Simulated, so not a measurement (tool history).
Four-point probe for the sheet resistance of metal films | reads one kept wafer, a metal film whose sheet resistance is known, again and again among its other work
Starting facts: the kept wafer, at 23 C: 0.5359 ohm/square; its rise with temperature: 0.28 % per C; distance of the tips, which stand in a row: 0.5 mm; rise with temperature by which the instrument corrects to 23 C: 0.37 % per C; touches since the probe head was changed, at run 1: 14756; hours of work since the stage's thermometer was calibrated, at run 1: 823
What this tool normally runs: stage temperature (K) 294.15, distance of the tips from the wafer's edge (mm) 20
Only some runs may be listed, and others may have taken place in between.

run	day	stage temperature (K)	distance of the tips from the wafer's edge (mm)	touches since the probe head was changed	hours of work since the stage's thermometer was calibrated	sheet resistance as the instrument gives it (ohm/square)
1	0.000	294.15	20	14756	823	0.536622
2	0.400	298.15	20	15002	827	0.534543
3	1.154	298.15	20	15465	834	0.534735
4	1.825	298.15	9	15877	841	0.535385
5	2.279	298.15	9	16156	846	0.535289
6	2.583	298.15	9	16345	849	0.535324
7	3.267	292.15	20	16762	856	0.537826
8	3.583	294.15	5	16958	859	0.539038
9	4.317	294.15	20	17408	867	0.536735
10	5.008	294.15	48	17833	874	0.536329
11	5.362	294.15	48	18051	877	0.536559
12	6.125	294.15	27	18520	885	0.536483
13	6.792	304.15	4	18928	892	0.535808
14	7.279	295.15	36	19228	897	0.536022
15	7.967	295.15	36	19651	904	0.535927
16	8.500	295.15	36	19979	909	0.535641
17	9.083	295.15	36	20338	915	0.535664
18	9.842	291.15	8	20804	923	0.539010
19	10.450	295.15	58	21177	929	0.535726
20	11.079	298.15	5	21565	936	0.537031
21	11.750	302.15	5	21977	942	0.535204

Per-run results on a tool with no hidden state, each run keeping its own random variation:
What the log doesn't record here: inner tips' distance over the nominal, %; tips' flats over new ones', %; wafer's true temperature over the reading, C; drift of the gauge itself on sheet_ohm, %.
run	sheet resistance as the instrument gives it (ohm/square)
1	0.537128
2	0.535057
3	0.535259
4	0.535919
5	0.535829
6	0.535868
7	0.538376
8	0.539596
9	0.537301
10	0.536904
11	0.537139
12	0.537074
13	0.536414
14	0.536627
15	0.536541
16	0.536261
17	0.536293
18	0.539648
19	0.536373
20	0.537690
21	0.535873
